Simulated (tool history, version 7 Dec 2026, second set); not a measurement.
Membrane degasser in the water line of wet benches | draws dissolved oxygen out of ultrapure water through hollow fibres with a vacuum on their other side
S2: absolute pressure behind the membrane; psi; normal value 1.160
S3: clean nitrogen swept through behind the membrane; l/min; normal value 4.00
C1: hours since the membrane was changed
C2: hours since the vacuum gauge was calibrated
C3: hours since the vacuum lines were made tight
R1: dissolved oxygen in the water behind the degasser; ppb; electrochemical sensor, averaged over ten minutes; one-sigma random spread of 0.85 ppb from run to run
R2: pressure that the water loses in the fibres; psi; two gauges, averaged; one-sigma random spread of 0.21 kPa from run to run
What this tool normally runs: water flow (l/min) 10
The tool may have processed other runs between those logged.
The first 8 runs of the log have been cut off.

At day 70.792: seals of the vacuum lines changed.
Run 9, day 72.862: usual settings but S3 2.17 l/min; C1 13392; C2 3892; C3 50. Result: R1 120.4 ppb, R2 7.332 psi.
Run 10, day 83.371: usual settings but S3 4.37 l/min; C1 13644; C2 4144; C3 302. Result: R1 92.6 ppb, R2 7.409 psi.
Run 11, day 90.967: usual settings but S3 3.22 l/min; C1 13826; C2 4327; C3 484. Result: R1 103.1 ppb, R2 7.333 psi.
Run 12, day 100.129: usual settings; C1 14046; C2 4547; C3 704. Result: R1 96.0 ppb, R2 7.317 psi.
Run 13, day 105.604: usual settings but S2 1.572 psi; C1 14178; C2 4678; C3 835. Result: R1 113.8 ppb, R2 7.361 psi.
Run 14, day 110.675: usual settings but S2 1.572 psi; C1 14299; C2 4800; C3 957. Result: R1 112.5 ppb, R2 7.394 psi.
Run 15, day 116.042: usual settings but S2 1.572 psi; C1 14428; C2 4928; C3 1086. Result: R1 114.2 ppb, R2 7.361 psi.
Run 16, day 123.879: usual settings but S2 1.572 psi; C1 14616; C2 5117; C3 1274. Result: R1 115.3 ppb, R2 7.403 psi.
Run 17, day 134.967: usual settings but S2 1.572 psi; C1 14882; C2 5383; C3 1540. Result: R1 114.7 ppb, R2 7.404 psi.
Run 18, day 145.933: usual settings but S2 1.572 psi; C1 15145; C2 5646; C3 1803. Result: R1 115.4 ppb, R2 7.391 psi.
At day 146.888: vacuum gauge calibrated.
Run 19, day 151.171: usual settings but water flow (l/min) 12, S2 1.572 psi, S3 2.31 l/min; C1 15271; C2 103; C3 1929. Result: R1 193.6 ppb, R2 8.898 psi.
Run 20, day 157.288: usual settings but water flow (l/min) 15, S2 1.015 psi, S3 2.07 l/min; C1 15418; C2 250; C3 2075. Result: R1 200.9 ppb, R2 11.124 psi.
Run 21, day 168.075: usual settings but water flow (l/min) 6, S2 1.858 psi, S3 2.54 l/min; C1 15676; C2 509; C3 2334. Result: R1 84.8 ppb, R2 4.435 psi.
Run 22, day 180.212: usual settings but water flow (l/min) 8; C1 15968; C2 800; C3 2626. Result: R1 72.0 ppb, R2 5.952 psi.
Run 23, day 186.779: usual settings but water flow (l/min) 8; C1 16125; C2 957; C3 2783. Result: R1 71.6 ppb, R2 5.952 psi.
Run 24, day 193.096: usual settings but water flow (l/min) 8; C1 16277; C2 1109; C3 2935. Result: R1 71.4 ppb, R2 5.967 psi.
At day 193.638: vacuum gauge calibrated, once more.
Run 25, day 198.812: usual settings but S2 1.765 psi, S3 2.63 l/min; C1 16414; C2 124; C3 3071. Result: R1 153.5 ppb, R2 7.432 psi.
Run 26, day 204.042: usual settings but water flow (l/min) 14, S2 2.036 psi; C1 16539; C2 250; C3 3197. Result: R1 208.6 ppb, R2 10.476 psi.
At day 204.971: membrane cartridge changed.
Run 27, day 212.079: usual settings but water flow (l/min) 9, S2 2.036 psi, S3 3.61 l/min; C1 171; C2 439; C3 3386. Result: R1 108.2 ppb, R2 6.293 psi.
Run 28, day 218.004: usual settings but water flow (l/min) 11; C1 313; C2 581; C3 3528. Result: R1 93.1 ppb, R2 7.633 psi.
Run 29, day 228.262: usual settings but water flow (l/min) 9, S2 1.305 psi, S3 2.46 l/min; C1 559; C2 827; C3 3774. Result: R1 94.6 ppb, R2 6.271 psi.
Run 30, day 240.362: usual settings but water flow (l/min) 9, S2 1.305 psi, S3 2.46 l/min; C1 849; C2 1117; C3 4065. Result: R1 95.7 ppb, R2 6.303 psi.
Run 31, day 245.383: usual settings but water flow (l/min) 9, S2 1.305 psi, S3 2.46 l/min; C1 970; C2 1238; C3 4185. Result: R1 95.5 ppb, R2 6.300 psi.
Run 32, day 256.754: usual settings but S2 2.878 psi, S3 2.26 l/min; C1 1243; C2 1511; C3 4458. Result: R1 226.8 ppb, R2 6.984 psi.
Run 33, day 267.942: usual settings but S2 2.885 psi, S3 8.41 l/min; C1 1511; C2 1779; C3 4727. Result: R1 102.4 ppb, R2 7.005 psi.

Each row is a separate what-if for the run after 33, all from the same tool condition, not one after another. Results?
Run A, day 278.654: usual settings but water flow (l/min) 12, S2 1.671 psi, S3 5.92 l/min; C1 1768; C2 2036; C3 4984. Result: R1 ?, R2 ?.
Run B, day 278.654: usual settings but S2 1.694 psi, S3 8.41 l/min; C1 1768; C2 2036; C3 4984. Result: R1 ?, R2 ?.
Run C, day 278.654: usual settings but water flow (l/min) 8, S2 2.181 psi, S3 2.24 l/min; C1 1768; C2 2036; C3 4984. Result: R1 ?, R2 ?.

run     R1     R2
  A  113.7  8.421
  B   76.5  7.020
  C  142.7  5.610
With the hidden condition removed and each run's random variation left untouched, the same runs would have given:
run     R1     R2
  A  110.0  8.366
  B   73.8  6.975
  C  136.9  5.574
